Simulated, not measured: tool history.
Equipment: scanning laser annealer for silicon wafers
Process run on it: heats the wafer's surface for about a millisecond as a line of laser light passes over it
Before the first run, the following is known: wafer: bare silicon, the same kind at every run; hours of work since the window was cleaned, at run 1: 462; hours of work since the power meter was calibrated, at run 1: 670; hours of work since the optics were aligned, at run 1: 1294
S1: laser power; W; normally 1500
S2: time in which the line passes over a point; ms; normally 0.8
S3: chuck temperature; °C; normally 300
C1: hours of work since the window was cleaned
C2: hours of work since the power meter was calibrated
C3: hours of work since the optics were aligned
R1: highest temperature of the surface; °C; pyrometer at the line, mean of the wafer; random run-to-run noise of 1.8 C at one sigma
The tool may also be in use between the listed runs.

run	hour	S1	S2	S3	C1	C2	C3	R1
1	0	1500	0.8	300	462	670	1294	1022
# hour 6.7: window over the wafer cleaned
2	35.5	1585	0.8	300	16	688	1313	1104
3	63.1	1500	0.8	300	31	703	1328	1054
4	118.5	1500	0.8	300	61	733	1358	1051
5	156.1	1500	0.8	300	82	754	1378	1048
6	203.7	1500	0.8	300	108	780	1404	1050
7	252.3	1500	0.698	300	134	807	1431	1000
8	299.7	1500	0.868	300	160	832	1457	1071
9	361.1	1500	0.8	300	193	866	1490	1041
10	409.4	1500	0.8	300	220	892	1517	1036
11	452	1500	0.8	300	243	916	1540	1037
12	517.3	1500	0.8	300	279	951	1576	1033
13	561.9	1500	0.8	300	303	976	1600	1033
14	622	1500	0.8	338	336	1008	1633	1068
15	686.6	1500	0.8	338	371	1044	1668	1062
16	752	1500	0.8	338	407	1079	1704	1064
17	788.5	1500	0.8	331	427	1099	1724	1055
18	846.1	1500	0.865	300	458	1131	1755	1047
# hour 863.5: window over the wafer cleaned
19	878.3	1500	0.865	300	8	1147	1772	1081
20	908.5	1500	0.865	300	25	1164	1788	1075
21	940.6	1500	0.865	300	42	1181	1806	1073
22	1006.2	1500	0.818	300	78	1217	1842	1051
23	1038.4	1295	0.721	336	95	1235	1859	929
24	1090.6	1514	0.754	300	124	1263	1888	1026
# hour 1139.8: optics aligned, line set to its width
25	1139.8	1514	0.946	294	148	1287	0	1124
26	1197.4	1311	0.946	294	180	1319	31	998
27	1226.9	1311	0.946	294	196	1335	48	997
28	1291.9	1311	0.946	294	231	1370	83	994
29	1350.9	1430	0.813	290	263	1402	115	1009
30	1402.2	1430	0.856	290	291	1430	143	1022
31	1430.6	1583	0.856	334	307	1446	159	1156
32	1469.8	1525	0.843	300	328	1467	180	1082
33	1513.1	1621	0.858	300	352	1491	204	1139
34	1551.1	1449	0.781	302	373	1512	225	1009
35	1595.8	1371	0.846	300	397	1536	249	987
36	1656.8	1515	0.723	300	430	1569	282	1012
37	1689.4	1515	0.723	300	448	1587	300	1012
# hour 1724: window over the wafer cleaned
38	1739	1515	0.723	300	8	1613	326	1039
39	1798.9	1482	0.572	265	41	1646	359	909
40	1825.6	1500	0.634	300	55	1660	373	984
41	1874.9	1500	0.634	300	82	1687	400	982

Below, each run's measurement less what the same run would have read without the hidden state. Both values contain the same run-to-run variation, but the gauge's scatter may not be the same in both:
Hidden state at play: light that passes the window, % of a clean one's; laser's true power over the reading, %; width of the line over the set one, %; drift of the gauge itself on peak_c, C.
run	R1
1	-50
2	-22
3	-21
4	-24
5	-25
6	-27
7	-28
8	-33
9	-35
10	-36
11	-39
12	-41
13	-43
14	-46
15	-49
16	-51
17	-52
18	-57
19	-27
20	-29
21	-30
22	-32
23	-27
24	-35
25	-14
26	-14
27	-16
28	-18
29	-21
30	-24
31	-28
32	-29
33	-34
34	-30
35	-30
36	-35
37	-36
38	-6
39	-8
40	-9
41	-12
